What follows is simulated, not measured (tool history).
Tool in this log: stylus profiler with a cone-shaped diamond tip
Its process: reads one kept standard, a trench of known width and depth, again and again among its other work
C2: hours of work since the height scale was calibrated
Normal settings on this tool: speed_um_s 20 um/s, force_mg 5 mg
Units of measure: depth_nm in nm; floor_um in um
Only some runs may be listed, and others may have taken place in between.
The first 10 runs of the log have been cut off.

run 11 hour=354.3 | speed_um_s=20 force_mg=8.81 | scans_with_this_tip=5216 C2=773 | depth_nm=1039.11 floor_um=22.72
run 12 hour=387.8 | speed_um_s=20 force_mg=11.66 | scans_with_this_tip=5380 C2=798 | depth_nm=1047.21 floor_um=22.65
run 13 hour=426.3 | speed_um_s=20 force_mg=3.25 | scans_with_this_tip=5569 C2=826 | depth_nm=1019.56 floor_um=22.57
run 14 hour=467 | speed_um_s=20 force_mg=3.25 | scans_with_this_tip=5768 C2=855 | depth_nm=1019.13 floor_um=22.56
run 15 hour=497.7 | speed_um_s=20 force_mg=3.25 | scans_with_this_tip=5919 C2=878 | depth_nm=1019.16 floor_um=22.5
run 16 hour=540.8 | speed_um_s=27 force_mg=5 | scans_with_this_tip=6130 C2=909 | depth_nm=1026.26 floor_um=22.49
run 17 hour=586.8 | speed_um_s=27 force_mg=5 | scans_with_this_tip=6356 C2=943 | depth_nm=1026.09 floor_um=22.38
-- hour=590 height scale calibrated on a step standard
run 18 hour=620.7 | speed_um_s=27 force_mg=8.02 | scans_with_this_tip=6520 C2=22 | depth_nm=1035.81 floor_um=22.46
run 19 hour=653.2 | speed_um_s=61 force_mg=3.85 | scans_with_this_tip=6679 C2=46 | depth_nm=1020.78 floor_um=22.19
-- hour=659.8 height scale calibrated on a step standard, once more
run 20 hour=677 | speed_um_s=61 force_mg=3.85 | scans_with_this_tip=6793 C2=13 | depth_nm=1023.26 floor_um=22.15
run 21 hour=715.3 | speed_um_s=61 force_mg=3.85 | scans_with_this_tip=6981 C2=40 | depth_nm=1023.19 floor_um=22.13
run 22 hour=741.1 | speed_um_s=5 force_mg=9.68 | scans_with_this_tip=7107 C2=59 | depth_nm=1042.45 floor_um=22.36
run 23 hour=767.9 | speed_um_s=14 force_mg=10.33 | scans_with_this_tip=7239 C2=79 | depth_nm=1044.16 floor_um=22.31
run 24 hour=795.2 | speed_um_s=25 force_mg=1.88 | scans_with_this_tip=7373 C2=98 | depth_nm=1013.83 floor_um=22.19
run 25 hour=834.3 | speed_um_s=41 force_mg=2.29 | scans_with_this_tip=7565 C2=127 | depth_nm=1016 floor_um=22.03
run 26 hour=878.3 | speed_um_s=36 force_mg=1.7 | scans_with_this_tip=7780 C2=159 | depth_nm=1012.84 floor_um=22.04
run 27 hour=908.5 | speed_um_s=36 force_mg=1.7 | scans_with_this_tip=7928 C2=181 | depth_nm=1012.62 floor_um=22.03
run 28 hour=953.8 | speed_um_s=36 force_mg=2.15 | scans_with_this_tip=8150 C2=214 | depth_nm=1015.08 floor_um=21.97
run 29 hour=994.9 | speed_um_s=9 force_mg=14.59 | scans_with_this_tip=8352 C2=244 | depth_nm=1055.75 floor_um=22.1
run 30 hour=1024.8 | speed_um_s=72 force_mg=6.48 | scans_with_this_tip=8498 C2=265 | depth_nm=1032.07 floor_um=21.89
run 31 hour=1062.6 | speed_um_s=30 force_mg=7.03 | scans_with_this_tip=8684 C2=293 | depth_nm=1034.2 floor_um=22.03
run 32 hour=1097 | speed_um_s=62 force_mg=8.87 | scans_with_this_tip=8853 C2=318 | depth_nm=1039.83 floor_um=21.89
run 33 hour=1130.4 | speed_um_s=54 force_mg=2 | scans_with_this_tip=9017 C2=342 | depth_nm=1014.05 floor_um=21.6
run 34 hour=1162.6 | speed_um_s=48 force_mg=1.85 | scans_with_this_tip=9174 C2=366 | depth_nm=1013.26 floor_um=21.67

Here are 5 independent what-if runs from the current tool condition. What would each one return?
run A hour=1189.9 | speed_um_s=29 force_mg=1.85 | scans_with_this_tip=9308 C2=385 | depth_nm=? floor_um=?
run B hour=1189.9 | speed_um_s=8 force_mg=7.27 | scans_with_this_tip=9308 C2=385 | depth_nm=? floor_um=?
run C hour=1189.9 | speed_um_s=36 force_mg=6.9 | scans_with_this_tip=9308 C2=385 | depth_nm=? floor_um=?
run D hour=1189.9 | speed_um_s=5 force_mg=1.85 | scans_with_this_tip=9308 C2=385 | depth_nm=? floor_um=?
run E hour=1189.9 | speed_um_s=78 force_mg=2.67 | scans_with_this_tip=9308 C2=385 | depth_nm=? floor_um=?

run=A depth_nm=1013.34 floor_um=21.81
run=B depth_nm=1034.48 floor_um=21.94
run=C depth_nm=1033.35 floor_um=21.79
run=D depth_nm=1013.16 floor_um=21.92
run=E depth_nm=1016.96 floor_um=21.55
With no hidden state in the tool, these same runs would have given:
run=A depth_nm=1014.35 floor_um=23.88
run=B depth_nm=1035.51 floor_um=24.02
run=C depth_nm=1034.38 floor_um=23.86
run=D depth_nm=1014.17 floor_um=23.99
run=E depth_nm=1017.97 floor_um=23.63

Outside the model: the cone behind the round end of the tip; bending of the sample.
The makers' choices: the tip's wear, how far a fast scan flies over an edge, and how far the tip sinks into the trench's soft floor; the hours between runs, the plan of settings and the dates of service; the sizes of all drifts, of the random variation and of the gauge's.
